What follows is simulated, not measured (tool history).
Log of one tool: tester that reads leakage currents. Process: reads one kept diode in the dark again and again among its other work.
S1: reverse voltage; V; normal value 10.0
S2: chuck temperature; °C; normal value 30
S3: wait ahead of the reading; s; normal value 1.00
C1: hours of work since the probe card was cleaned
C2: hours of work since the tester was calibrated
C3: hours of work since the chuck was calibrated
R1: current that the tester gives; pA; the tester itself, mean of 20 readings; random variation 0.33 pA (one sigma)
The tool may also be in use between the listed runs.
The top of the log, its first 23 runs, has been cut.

| run | day | S1 | S2 | S3 | C1 | C2 | C3 | R1 |
|---|---|---|---|---|---|---|---|---|
|  | 170.100 | chuck's temperature calibrated |
| 24 | 177.425 | 7.8 | 30 | 1.39 | 674 | 2195 | 129 | 95.02 |
| 25 | 184.196 | 1.1 | 30 | 1.39 | 793 | 2313 | 247 | 30.78 |
| 26 | 189.142 | 3.6 | 59 | 0.48 | 880 | 2400 | 334 | 453.10 |
| 27 | 198.654 | 2.4 | 59 | 2.56 | 1047 | 2567 | 501 | 357.66 |
| 28 | 208.850 | 10.7 | 41 | 4.44 | 1226 | 2746 | 680 | 250.73 |
| 29 | 215.917 | 17.9 | 33 | 3.87 | 1350 | 2870 | 804 | 193.98 |
| 30 | 223.762 | 8.5 | 51 | 1.42 | 1488 | 3008 | 942 | 430.38 |
| 31 | 231.425 | 7.2 | 30 | 0.50 | 1622 | 3142 | 1076 | 92.24 |
| 32 | 235.938 | 7.2 | 30 | 0.50 | 1701 | 3222 | 1156 | 92.49 |
| 33 | 244.329 | 7.2 | 44 | 0.50 | 1849 | 3369 | 1303 | 244.08 |
| 34 | 253.054 | 7.2 | 44 | 0.50 | 2002 | 3522 | 1456 | 243.61 |
| 35 | 258.092 | 2.3 | 41 | 1.00 | 2090 | 3610 | 1545 | 103.14 |
| 36 | 268.458 | 2.3 | 56 | 1.66 | 2272 | 3792 | 1726 | 279.31 |
| 37 | 276.462 | 10.0 | 20 | 0.44 | 2413 | 3933 | 1867 | 59.93 |
|  | 285.583 | chuck's temperature calibrated |
| 38 | 286.388 | 9.1 | 20 | 4.20 | 2585 | 4106 | 14 | 57.87 |
| 39 | 293.388 | 5.6 | 32 | 1.00 | 2708 | 4229 | 137 | 95.64 |
|  | 294.354 | tester calibrated |
| 40 | 301.638 | 3.3 | 30 | 0.42 | 2852 | 128 | 280 | 62.12 |

Branching from run 40: 3 alternative next runs. What would each branch give?
| A | 311.600 | 13.2 | 30 | 3.43 | 3026 | 303 | 455 | ? |
| B | 311.600 | 2.4 | 30 | 0.42 | 3026 | 303 | 455 | ? |
| C | 311.600 | 1.3 | 30 | 1.00 | 3026 | 303 | 455 | ? |

| run | R1 |
|---|---|
| A | 144.36 |
| B | 51.00 |
| C | 35.51 |
Without the tool's hidden state the same runs would have given:
| run | R1 |
|---|---|
| A | 124.66 |
| B | 48.04 |
| C | 34.10 |

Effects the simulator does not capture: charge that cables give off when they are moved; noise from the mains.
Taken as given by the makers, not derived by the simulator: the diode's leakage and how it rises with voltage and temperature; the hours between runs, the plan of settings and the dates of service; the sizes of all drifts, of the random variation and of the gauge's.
